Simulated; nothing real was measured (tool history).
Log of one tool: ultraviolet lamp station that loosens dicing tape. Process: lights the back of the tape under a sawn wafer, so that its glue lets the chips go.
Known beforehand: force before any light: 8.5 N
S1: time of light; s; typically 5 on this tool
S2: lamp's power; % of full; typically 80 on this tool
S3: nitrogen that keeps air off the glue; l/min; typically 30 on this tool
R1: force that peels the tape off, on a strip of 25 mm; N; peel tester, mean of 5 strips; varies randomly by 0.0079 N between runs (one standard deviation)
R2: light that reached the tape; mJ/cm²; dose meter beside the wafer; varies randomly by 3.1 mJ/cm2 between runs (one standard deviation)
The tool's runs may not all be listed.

run,hour,S1,S2,S3,R1,R2
1,0,5,80,30,0.421,414
2,12.6,5,80,30,0.419,419
3,27.7,5,96,30,0.267,498
4,36.7,5,96,30,0.277,498
5,48.9,2,80,30,2.327,167
6,67.3,2,80,30,2.305,167
7,77,2,80,56,1.973,164
8,86.9,2,80,56,2.002,162
9,103.3,2,80,56,1.916,165
10,118.6,2,80,56,2.018,167
# hour 119.9: window cleaned of glue's vapour
11,135.9,6,80,16,0.494,468
12,146.4,6,80,16,0.499,466
13,165,3,75,18,1.953,216
14,181.8,3,75,18,1.973,216
15,191.4,7,80,30,0.242,540
# hour 196.1: window cleaned of glue's vapour, once more
16,204.9,7,80,30,0.211,595
17,219.7,5,80,16,0.623,425

Alternative continuations, all from the tool just after run 17; predict every row:
A,235.3,5,72,31,?,?
B,235.3,4,80,10,?,?
C,235.3,7,90,30,?,?
D,235.3,4,69,56,?,?

run,R1,R2
A,0.489,380
B,1.269,338
C,0.17,664
D,0.656,293
The same runs, with their run-to-run variation unchanged, on a tool lacking any hidden condition would have given:
run,R1,R2
A,0.365,431
B,1.005,383
C,0.151,753
D,0.493,332
